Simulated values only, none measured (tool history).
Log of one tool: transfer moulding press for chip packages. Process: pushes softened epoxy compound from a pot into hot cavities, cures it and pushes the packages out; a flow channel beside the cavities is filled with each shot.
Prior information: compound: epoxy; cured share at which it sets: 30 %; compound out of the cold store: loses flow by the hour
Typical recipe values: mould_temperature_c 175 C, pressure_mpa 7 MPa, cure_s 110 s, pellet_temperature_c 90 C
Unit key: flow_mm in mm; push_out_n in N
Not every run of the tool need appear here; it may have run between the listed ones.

run	hour	mould_temperature_c	pressure_mpa	cure_s	pellet_temperature_c	incoming compound's hours out of the cold store	flow_mm	push_out_n
1	0	175	7	110	90	37.9	806	461
2	12.2	175	7	110	90	16.2	900	555
3	20.9	175	7	110	90	26.1	860	541
# hour 27.6: cavities cleaned with cleaning compound and waxed
4	33.8	175	7	110	90	16.9	898	427
5	45.1	175	7	110	90	26.7	858	491
6	58.2	175	7	110	90	47.9	759	529
7	64.9	168	7	110	90	40.3	813	811
# hour 73.3: cavities cleaned with cleaning compound and waxed
8	79	168	7	110	90	36.4	820	646
9	85.8	168	7	110	90	16.2	911	724
10	97.1	168	7	129	90	36.6	813	543
11	108.2	168	7	143	90	17.3	903	560
# hour 118.8: cavities cleaned with cleaning compound and waxed
# hour 123.2: plunger's sealing rings changed
12	124.3	175	7	110	90	21.1	1000	424
13	135.8	175	7	110	90	8.9	1059	483
14	145.4	172	7	110	90	39.8	910	590
15	156.9	172	7	110	90	37.6	917	642
# hour 165.9: cavities cleaned with cleaning compound and waxed
16	170.9	168	7	110	93	38.6	930	635
17	178.3	175	5.48	105	90	9.5	923	538
18	189.9	168	5.94	110	90	22.2	918	810
19	197	175	7.68	110	90	33.4	978	544
20	205.7	175	7.63	139	90	17.9	1022	505
# hour 210.9: cavities cleaned with cleaning compound and waxed
21	214.5	175	7.63	139	90	8.7	1075	343
22	228.9	175	7.63	139	90	25.4	1000	417
23	236.7	175	7	110	88	40	875	504
24	248.4	175	7.72	93	80	28.9	974	796
# hour 256.1: cavities cleaned with cleaning compound and waxed
25	258.4	168	8.62	93	80	25.2	1078	886
26	266	173	8.24	114	90	36.1	978	466
27	273.4	176	7	110	93	27.1	930	467

Per-run results on a tool with no hidden state, each run keeping its own random variation:
What the log doesn't record here: true mould temperature over the reading, C; pressure that reaches the compound, % of what is set; grip of the stained cavities, % over clean ones'; drift of the gauge itself on flow_mm, %; drift of the gauge itself on push_out_n, %.
run	flow_mm	push_out_n
1	907	366
2	1015	395
3	973	362
4	1018	376
5	975	381
6	866	365
7	927	533
8	939	569
9	1044	587
10	935	396
11	1040	374
12	1000	394
13	1062	385
14	913	427
15	922	426
16	938	551
17	932	426
18	929	574
19	991	367
20	1037	326
21	1092	317
22	1019	322
23	893	360
24	995	523
25	1103	826
26	1002	391
27	954	360
